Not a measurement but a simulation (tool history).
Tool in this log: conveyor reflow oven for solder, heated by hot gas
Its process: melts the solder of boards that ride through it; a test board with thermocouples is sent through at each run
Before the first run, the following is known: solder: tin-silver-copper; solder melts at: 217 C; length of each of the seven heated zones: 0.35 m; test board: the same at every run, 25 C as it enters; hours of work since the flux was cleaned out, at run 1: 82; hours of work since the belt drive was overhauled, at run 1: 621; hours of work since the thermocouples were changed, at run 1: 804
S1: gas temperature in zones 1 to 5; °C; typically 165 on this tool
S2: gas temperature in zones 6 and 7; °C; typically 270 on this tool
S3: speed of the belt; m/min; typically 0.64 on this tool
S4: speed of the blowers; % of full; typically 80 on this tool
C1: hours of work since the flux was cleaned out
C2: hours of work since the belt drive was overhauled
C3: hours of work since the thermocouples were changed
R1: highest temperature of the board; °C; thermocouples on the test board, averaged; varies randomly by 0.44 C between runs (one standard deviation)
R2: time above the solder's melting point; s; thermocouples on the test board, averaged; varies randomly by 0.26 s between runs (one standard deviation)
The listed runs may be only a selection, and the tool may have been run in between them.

run,hour,S1,S2,S3,S4,C1,C2,C3,R1,R2
1,0,165,270,0.64,80,82,621,804,251,46.6
2,30.2,165,270,0.64,80,94,633,817,251.1,46.4
3,69.7,165,270,0.64,80,111,649,833,251.8,46.2
4,95.3,165,260,0.64,80,121,659,843,242.6,39.8
5,124.2,165,270,0.64,80,133,671,855,251.4,46
6,163.1,165,270,0.64,80,149,687,871,251.3,45.9
7,183.8,165,270,0.64,53,157,696,879,245.1,41.5
8,224.2,165,270,0.64,53,174,712,896,244.8,41.1
9,254.9,165,270,0.64,53,186,725,908,246,41.2
10,281.3,165,270,0.64,53,197,736,919,245.8,40.7
11,306.9,165,270,0.64,53,208,746,930,245.3,40.4
12,332.3,165,270,0.64,53,218,756,940,245,41.2
13,369,165,270,0.64,53,233,771,955,245.4,40.8
# hour 377.2: flux residue cleaned out of gas plates and filters
14,405.9,155,270,0.64,53,12,785,968,243.9,37.2
# hour 410.1: thermocouples of zones 6 and 7 changed
15,454,165,283,0.64,80,31,803,18,264.7,54.2
16,489.1,171,272,0.513,84,45,818,32,262.4,69.2
17,515.6,177,283,0.513,86,56,829,43,273,76
18,557.1,165,279,0.691,80,73,846,60,258.6,46.5
19,605.1,165,280,0.516,72,92,865,80,267.3,70
20,652.9,165,284,0.64,80,112,885,99,265,54
21,684.3,178,269,0.655,64,125,898,112,251,48.3
22,719.5,178,269,0.655,64,139,912,127,250.3,48.5
23,750.6,160,270,0.738,63,152,925,139,242.8,31.7
24,785.6,167,270,0.738,51,166,939,154,241.2,31.2

Each row is a separate what-if for the run after 24, all from the same tool condition, not one after another. Results?
A,821.8,167,270,0.576,76,181,954,168,?,?
B,821.8,165,283,0.653,52,181,954,168,?,?
C,821.8,165,270,0.64,84,181,954,168,?,?
D,821.8,167,277,0.593,54,181,954,168,?,?
E,821.8,152,270,0.535,79,181,954,168,?,?

run,R1,R2
A,255.8,55.6
B,257.5,48
C,252.5,47.7
D,257,54
E,255.8,56.8
Stripped of hidden state, with their random variation kept, the same runs would have yielded:
run,R1,R2
A,256.8,55.6
B,258.5,47.9
C,253.7,47.9
D,257.9,53.9
E,256.9,56.9

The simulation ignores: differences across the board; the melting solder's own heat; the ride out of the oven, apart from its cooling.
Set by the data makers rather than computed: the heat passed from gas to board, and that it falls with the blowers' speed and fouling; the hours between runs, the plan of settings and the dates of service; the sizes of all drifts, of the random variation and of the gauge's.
